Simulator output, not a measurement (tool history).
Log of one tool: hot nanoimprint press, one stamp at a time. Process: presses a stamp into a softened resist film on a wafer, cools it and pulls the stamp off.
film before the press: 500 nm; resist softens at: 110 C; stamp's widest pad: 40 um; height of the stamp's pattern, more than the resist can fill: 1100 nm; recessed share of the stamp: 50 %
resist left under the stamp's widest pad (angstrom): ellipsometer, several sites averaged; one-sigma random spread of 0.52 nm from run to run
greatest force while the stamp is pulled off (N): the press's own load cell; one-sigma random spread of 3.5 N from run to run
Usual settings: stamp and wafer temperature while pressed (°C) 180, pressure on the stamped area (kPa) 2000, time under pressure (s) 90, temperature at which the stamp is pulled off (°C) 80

run    hour  stamp and wafer temperature while pressed (°C)  pressure on the stamped area (kPa)  time under pressure (s)  temperature at which the stamp is pulled off (°C)  resist left under the stamp's widest pad (angstrom)  greatest force while the stamp is pulled off (N)
  1       0                                             180                                2000                       90                                                 80                                                 2102                                               170
  2    65.1                                             180                                2000                       90                                                 85                                                 2092                                               164
      108.6  -- plate thermocouple calibrated
  3   132.6                                             180                                2000                       48                                                 80                                                 2550                                               173
  4   169.1                                             180                                2000                       48                                                 68                                                 2547                                               195
      195.5  -- stamp cleaned and given a new release coat
  5   205.9                                             180                                2000                       48                                                 68                                                 2546                                               195
  6   235.7                                             180                                2000                       48                                                 68                                                 2558                                               195
  7   271.2                                             180                                2000                       48                                                 68                                                 2546                                               190
  8   298.5                                             180                                2000                       48                                                 68                                                 2543                                               196
  9   339.5                                             180                                2000                       48                                                 68                                                 2541                                               194
 10   387.8                                             169                                2000                       90                                                 80                                                 2802                                               170
 11   421.5                                             180                                2370                       90                                                 80                                                 1884                                               170
 12   482.5                                             180                                2810                       90                                                 80                                                 1695                                               173
 13   525.8                                             180                                2810                       90                                                 80                                                 1690                                               169
 14   555.2                                             180                                2810                       90                                                 80                                                 1692                                               168
 15   593.1                                             180                                3060                       90                                                 80                                                 1603                                               167
 16   630.3                                             180                                3060                       90                                                 80                                                 1606                                               171
 17   660.6                                             176                                2000                      148                                                 80                                                 1965                                               168
 18     724                                             190                                2000                       89                                                 70                                                 1620                                               195
 19     778                                             180                                2000                       79                                                 77                                                 2152                                               171
 20   830.4                                             180                                3020                       79                                                 70                                                 1681                                               197
 21   898.2                                             176                                1550                      139                                                 71                                                 2316                                               195
      957.2  -- gauge calibrated
 22   961.2                                             171                                2290                      139                                                 71                                                 2178                                               185
 23   999.4                                             171                                2290                      139                                                 71                                                 2156                                               190
 24  1031.6                                             187                                2290                      139                                                 75                                                 1383                                               170
     1048.5  -- plate thermocouple calibrated
 25  1079.3                                             176                                2000                       56                                                 80                                                 2688                                               172
 26  1128.9                                             176                                2000                       56                                                 80                                                 2686                                               173
       1166  -- stamp cleaned and given a new release coat
 27  1195.7                                             191                                2390                      169                                                 78                                                 1145                                               173
 28  1249.6                                             191                                2390                      169                                                 78                                                 1148                                               171
 29  1278.9                                             191                                2390                      169                                                 77                                                 1147                                               177

3 options for the next run, each taken on its own from the tool as it stands now. Forecast them:
  A  1342.3                                             180                                2570                       90                                                 80                                                    ?                                                 ?
  B  1342.3                                             180                                1680                       69                                                 80                                                    ?                                                 ?
  C  1342.3                                             175                                1500                      169                                                 78                                                    ?                                                 ?

run  resist left under the stamp's widest pad (angstrom)  greatest force while the stamp is pulled off (N)
  A                                                 1798                                               167
  B                                                 2489                                               166
  C                                                 2298                                               175
With the hidden condition removed and each run's random variation left untouched, the same runs would have given:
run  resist left under the stamp's widest pad (angstrom)  greatest force while the stamp is pulled off (N)
  A                                                 1812                                               167
  B                                                 2509                                               166
  C                                                 2316                                               175
